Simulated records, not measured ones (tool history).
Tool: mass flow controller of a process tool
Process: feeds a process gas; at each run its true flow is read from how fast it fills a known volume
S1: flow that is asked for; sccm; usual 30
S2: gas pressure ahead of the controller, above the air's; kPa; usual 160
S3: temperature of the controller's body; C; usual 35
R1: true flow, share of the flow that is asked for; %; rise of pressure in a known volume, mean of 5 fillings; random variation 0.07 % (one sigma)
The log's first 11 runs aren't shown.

run 12 hour=909.9 | S1=25 S2=160 S3=35 | R1=98.13
run 13 hour=1016.9 | S1=30 S2=160 S3=35 | R1=98.63
run 14 hour=1110.9 | S1=30 S2=160 S3=35 | R1=98.7
run 15 hour=1164.9 | S1=30 S2=160 S3=37 | R1=98.58
run 16 hour=1271.2 | S1=30 S2=160 S3=35 | R1=98.6
run 17 hour=1363.5 | S1=30 S2=160 S3=35 | R1=98.64
run 18 hour=1472.9 | S1=30 S2=160 S3=35 | R1=98.57
run 19 hour=1580.1 | S1=30 S2=160 S3=30 | R1=98.49
run 20 hour=1652.1 | S1=6 S2=202 S3=31 | R1=93.98
run 21 hour=1749.9 | S1=29 S2=245 S3=35 | R1=98.92
run 22 hour=1857.7 | S1=9 S2=245 S3=32 | R1=95.68
run 23 hour=1936.3 | S1=12 S2=245 S3=38 | R1=96.83
run 24 hour=1994.4 | S1=7 S2=140 S3=37 | R1=94.35

Forecast run 25:
run 25 hour=2082.8 | S1=48 S2=160 S3=21 | R1=?

R1: 99.47 %
Without the tool's hidden state the same run would have given R1 99.58 %.
